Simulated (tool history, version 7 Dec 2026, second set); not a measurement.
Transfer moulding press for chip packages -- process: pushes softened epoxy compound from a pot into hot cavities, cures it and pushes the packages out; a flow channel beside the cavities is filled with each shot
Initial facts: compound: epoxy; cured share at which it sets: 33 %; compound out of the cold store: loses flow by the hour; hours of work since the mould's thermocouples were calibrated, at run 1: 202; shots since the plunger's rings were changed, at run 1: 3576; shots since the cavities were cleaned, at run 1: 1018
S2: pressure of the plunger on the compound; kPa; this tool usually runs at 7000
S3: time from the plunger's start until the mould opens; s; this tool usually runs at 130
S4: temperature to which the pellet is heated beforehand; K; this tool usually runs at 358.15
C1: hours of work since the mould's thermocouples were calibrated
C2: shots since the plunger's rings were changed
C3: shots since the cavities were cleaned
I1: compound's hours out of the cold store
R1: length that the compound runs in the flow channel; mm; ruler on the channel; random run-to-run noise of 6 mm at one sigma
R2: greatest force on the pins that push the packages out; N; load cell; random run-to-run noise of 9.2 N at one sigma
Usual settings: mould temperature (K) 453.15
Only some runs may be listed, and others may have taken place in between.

run 1 hour=0.0 | mould_temperature_(K)=453.15 S2=7000 S3=130 S4=358.15 | C1=202 C2=3576 C3=1018 | I1=38.9 | R1=558 R2=559
-- hour=3.9 cavities cleaned with cleaning compound and waxed
run 2 hour=20.2 | mould_temperature_(K)=453.15 S2=7000 S3=130 S4=358.15 | C1=213 C2=3722 C3=128 | I1=18.4 | R1=628 R2=445
run 3 hour=37.1 | mould_temperature_(K)=453.15 S2=7000 S3=130 S4=358.15 | C1=222 C2=3855 C3=261 | I1=40.8 | R1=556 R2=458
run 4 hour=51.4 | mould_temperature_(K)=453.15 S2=7000 S3=130 S4=358.15 | C1=230 C2=3967 C3=373 | I1=36.6 | R1=561 R2=476
run 5 hour=67.1 | mould_temperature_(K)=453.15 S2=7000 S3=130 S4=358.15 | C1=239 C2=4089 C3=495 | I1=12.3 | R1=635 R2=521
run 6 hour=75.1 | mould_temperature_(K)=453.15 S2=7000 S3=165 S4=358.15 | C1=244 C2=4153 C3=559 | I1=31.9 | R1=589 R2=469
run 7 hour=91.6 | mould_temperature_(K)=453.15 S2=7000 S3=130 S4=358.15 | C1=253 C2=4281 C3=687 | I1=27.2 | R1=589 R2=547
run 8 hour=100.6 | mould_temperature_(K)=453.15 S2=7000 S3=130 S4=358.15 | C1=259 C2=4352 C3=758 | I1=33.4 | R1=567 R2=520
run 9 hour=119.2 | mould_temperature_(K)=452.15 S2=7000 S3=130 S4=358.15 | C1=269 C2=4497 C3=903 | I1=17.0 | R1=613 R2=579
-- hour=137.6 cavities cleaned with cleaning compound and waxed
run 10 hour=137.6 | mould_temperature_(K)=452.15 S2=7000 S3=157 S4=358.15 | C1=279 C2=4630 C3=0 | I1=43.2 | R1=543 R2=363
run 11 hour=147.3 | mould_temperature_(K)=453.15 S2=7000 S3=130 S4=359.15 | C1=284 C2=4706 C3=76 | I1=39.9 | R1=547 R2=429
run 12 hour=157.2 | mould_temperature_(K)=453.15 S2=7000 S3=130 S4=359.15 | C1=290 C2=4783 C3=153 | I1=35.8 | R1=558 R2=422
run 13 hour=168.1 | mould_temperature_(K)=453.15 S2=7000 S3=130 S4=359.15 | C1=296 C2=4869 C3=239 | I1=24.0 | R1=600 R2=457
-- hour=171.3 mould's thermocouples calibrated
run 14 hour=184.8 | mould_temperature_(K)=453.15 S2=7000 S3=130 S4=359.15 | C1=8 C2=4984 C3=354 | I1=20.9 | R1=600 R2=469
run 15 hour=194.0 | mould_temperature_(K)=454.15 S2=7930 S3=163 S4=354.15 | C1=13 C2=5056 C3=426 | I1=43.4 | R1=583 R2=454
run 16 hour=210.4 | mould_temperature_(K)=453.15 S2=7540 S3=129 S4=362.15 | C1=22 C2=5185 C3=555 | I1=12.5 | R1=647 R2=516
run 17 hour=226.8 | mould_temperature_(K)=453.15 S2=7540 S3=129 S4=354.15 | C1=32 C2=5313 C3=683 | I1=34.5 | R1=578 R2=515
run 18 hour=244.8 | mould_temperature_(K)=460.15 S2=6530 S3=130 S4=356.15 | C1=42 C2=5454 C3=824 | I1=34.8 | R1=527 R2=489
-- hour=256.0 plunger's sealing rings changed
run 19 hour=259.7 | mould_temperature_(K)=460.15 S2=6530 S3=130 S4=356.15 | C1=49 C2=29 C3=921 | I1=29.0 | R1=584 R2=489
run 20 hour=270.3 | mould_temperature_(K)=455.15 S2=6170 S3=124 S4=365.15 | C1=55 C2=112 C3=1004 | I1=21.0 | R1=600 R2=542
-- hour=275.8 cavities cleaned with cleaning compound and waxed
-- hour=279.2 mould's thermocouples calibrated, once more
run 21 hour=281.4 | mould_temperature_(K)=455.15 S2=6170 S3=124 S4=351.15 | C1=1 C2=171 C3=28 | I1=39.5 | R1=553 R2=432

Run 22 comes next. What will it give?
run 22 hour=290.7 | mould_temperature_(K)=453.15 S2=6480 S3=170 S4=358.15 | C1=7 C2=244 C3=101 | I1=14.5 | R1=? R2=?

Run 22 came out at R1 637 mm, R2 405 N.
With no hidden state in the tool, this same run would have given R1 641 mm, R2 376 N.

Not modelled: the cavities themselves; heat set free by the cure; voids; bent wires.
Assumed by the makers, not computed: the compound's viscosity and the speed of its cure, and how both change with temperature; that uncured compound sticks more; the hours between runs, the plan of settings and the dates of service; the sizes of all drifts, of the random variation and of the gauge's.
